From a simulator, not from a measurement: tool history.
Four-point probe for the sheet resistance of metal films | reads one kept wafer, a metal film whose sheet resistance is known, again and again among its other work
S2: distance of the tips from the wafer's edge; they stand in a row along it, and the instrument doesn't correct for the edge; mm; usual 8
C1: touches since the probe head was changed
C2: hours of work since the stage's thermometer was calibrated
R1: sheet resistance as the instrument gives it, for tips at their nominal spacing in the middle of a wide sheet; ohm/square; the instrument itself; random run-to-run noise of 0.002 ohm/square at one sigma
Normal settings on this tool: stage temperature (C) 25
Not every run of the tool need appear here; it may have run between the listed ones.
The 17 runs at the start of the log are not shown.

Run 18, hour 748: usual settings but S2 5 mm; C1 30814; C2 1665. Result: R1 10.354499 ohm/square.
Run 19, hour 787.3: usual settings but S2 5 mm; C1 31676; C2 1684. Result: R1 10.359905 ohm/square.
Run 20, hour 823.1: usual settings but S2 5 mm; C1 32461; C2 1702. Result: R1 10.356908 ohm/square.
Run 21, hour 865: usual settings but stage temperature (C) 20, S2 32 mm; C1 33381; C2 1722. Result: R1 10.13791 ohm/square.
Run 22, hour 912.9: usual settings but stage temperature (C) 34; C1 34433; C2 1745. Result: R1 10.257692 ohm/square.
Run 23, hour 941.5: usual settings but S2 20 mm; C1 35059; C2 1759. Result: R1 10.153618 ohm/square.
Run 24, hour 981.1: usual settings but S2 20 mm; C1 35929; C2 1778. Result: R1 10.164764 ohm/square.
Run 25, hour 1027.7: usual settings but stage temperature (C) 20, S2 11 mm; C1 36952; C2 1801. Result: R1 10.176551 ohm/square.
Run 26, hour 1061.9: usual settings but stage temperature (C) 20, S2 57 mm; C1 37701; C2 1817. Result: R1 10.136798 ohm/square.
Run 27, hour 1117.5: usual settings but S2 12 mm; C1 38921; C2 1844. Result: R1 10.187995 ohm/square.
Run 28, hour 1147.1: usual settings but S2 12 mm; C1 39570; C2 1859. Result: R1 10.189485 ohm/square.
Run 29, hour 1190.4: usual settings but S2 12 mm; C1 40521; C2 1880. Result: R1 10.188845 ohm/square.
Run 30, hour 1217.8: usual settings but stage temperature (C) 27, S2 11 mm; C1 41123; C2 1893. Result: R1 10.207127 ohm/square.
Run 31, hour 1253.3: usual settings but stage temperature (C) 27, S2 17 mm; C1 41901; C2 1910. Result: R1 10.17487 ohm/square.
Run 32, hour 1289: usual settings but stage temperature (C) 27, S2 17 mm; C1 42685; C2 1928. Result: R1 10.178266 ohm/square.
Run 33, hour 1311.8: usual settings but stage temperature (C) 21, S2 7 mm; C1 43184; C2 1939. Result: R1 10.251243 ohm/square.
Run 34, hour 1367.9: usual settings but stage temperature (C) 27; C1 44416; C2 1966. Result: R1 10.242566 ohm/square.
Run 35, hour 1405.7: usual settings but stage temperature (C) 33, S2 4 mm; C1 45246; C2 1984. Result: R1 10.508501 ohm/square.
Run 36, hour 1447.2: usual settings but stage temperature (C) 35, S2 24 mm; C1 46156; C2 2004. Result: R1 10.194809 ohm/square.
Run 37, hour 1489.7: usual settings but stage temperature (C) 27; C1 47088; C2 2025. Result: R1 10.248765 ohm/square.
Run 38, hour 1545.1: usual settings but stage temperature (C) 27, S2 4 mm; C1 48303; C2 2052. Result: R1 10.501255 ohm/square.
Run 39, hour 1594.6: usual settings but stage temperature (C) 23, S2 44 mm; C1 49390; C2 2076. Result: R1 10.160974 ohm/square.

Below are 4 alternative next runs, each starting from the tool's condition after run 39. Predict each:
Run A, hour 1650.2: usual settings but stage temperature (C) 22, S2 10 mm; C1 50610; C2 2103. Result: R1 ?.
Run B, hour 1650.2: usual settings but stage temperature (C) 23, S2 31 mm; C1 50610; C2 2103. Result: R1 ?.
Run C, hour 1650.2: usual settings but stage temperature (C) 18, S2 44 mm; C1 50610; C2 2103. Result: R1 ?.
Run D, hour 1650.2: usual settings but stage temperature (C) 34, S2 23 mm; C1 50610; C2 2103. Result: R1 ?.

run         R1
  A  10.208668
  B  10.163922
  C  10.144733
  D  10.197026
With no hidden state in the tool, these same runs would have given:
run         R1
  A  10.118188
  B  10.073729
  C  10.055055
  D  10.105815
